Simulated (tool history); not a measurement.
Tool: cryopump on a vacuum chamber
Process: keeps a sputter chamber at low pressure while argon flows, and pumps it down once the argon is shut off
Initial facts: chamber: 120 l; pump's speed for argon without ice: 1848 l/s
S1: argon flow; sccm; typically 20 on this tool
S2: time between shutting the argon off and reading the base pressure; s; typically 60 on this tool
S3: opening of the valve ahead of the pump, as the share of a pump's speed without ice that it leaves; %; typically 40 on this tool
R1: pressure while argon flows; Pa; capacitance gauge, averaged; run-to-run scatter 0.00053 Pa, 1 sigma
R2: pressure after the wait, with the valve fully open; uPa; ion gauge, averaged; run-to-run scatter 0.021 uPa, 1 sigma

| run | hour | S1 | S2 | S3 | R1 | R2 |
|---|---|---|---|---|---|---|
| 1 | 0 | 20 | 60 | 40 | 0.0495 | 1.01 |
| 2 | 26.8 | 20 | 60 | 40 | 0.0494 | 1.06 |
| 3 | 49.7 | 20 | 71 | 40 | 0.0503 | 1.01 |
| 4 | 72.5 | 20 | 71 | 40 | 0.0481 | 1.12 |
| 5 | 96.5 | 20 | 71 | 40 | 0.0485 | 1.11 |
| 6 | 140.2 | 34 | 71 | 40 | 0.0842 | 1.2 |
| 7 | 174.6 | 34 | 71 | 40 | 0.0849 | 1.28 |
| 8 | 205.4 | 20 | 60 | 40 | 0.0492 | 1.36 |
| 9 | 244.5 | 20 | 60 | 40 | 0.0495 | 1.45 |
| 10 | 281.3 | 31 | 60 | 40 | 0.0773 | 1.45 |
| 11 | 311.7 | 26 | 35 | 19 | 0.1318 | 1.73 |
|  | 349 | pump warmed up, emptied and cooled again |
| 12 | 357 | 20 | 44 | 57 | 0.0327 | 1.5 |
| 13 | 383.7 | 14 | 20 | 55 | 0.0241 | 2.05 |
| 14 | 416.1 | 16 | 30 | 40 | 0.0366 | 1.77 |
| 15 | 453.6 | 16 | 30 | 40 | 0.0363 | 1.76 |
| 16 | 478.9 | 16 | 30 | 40 | 0.0374 | 1.89 |
| 17 | 517.2 | 28 | 60 | 23 | 0.1138 | 1.59 |
| 18 | 555.6 | 28 | 60 | 23 | 0.1136 | 1.65 |

What will run 19 give?
| 19 | 594.7 | 25 | 44 | 32 | ? | ? |

{"run 19": {"R1": 0.0728, "R2": 1.86}}
On a tool with no hidden condition, and with the same random variation, this run would have come out at R1 0.0711 Pa, R2 0.59 uPa.

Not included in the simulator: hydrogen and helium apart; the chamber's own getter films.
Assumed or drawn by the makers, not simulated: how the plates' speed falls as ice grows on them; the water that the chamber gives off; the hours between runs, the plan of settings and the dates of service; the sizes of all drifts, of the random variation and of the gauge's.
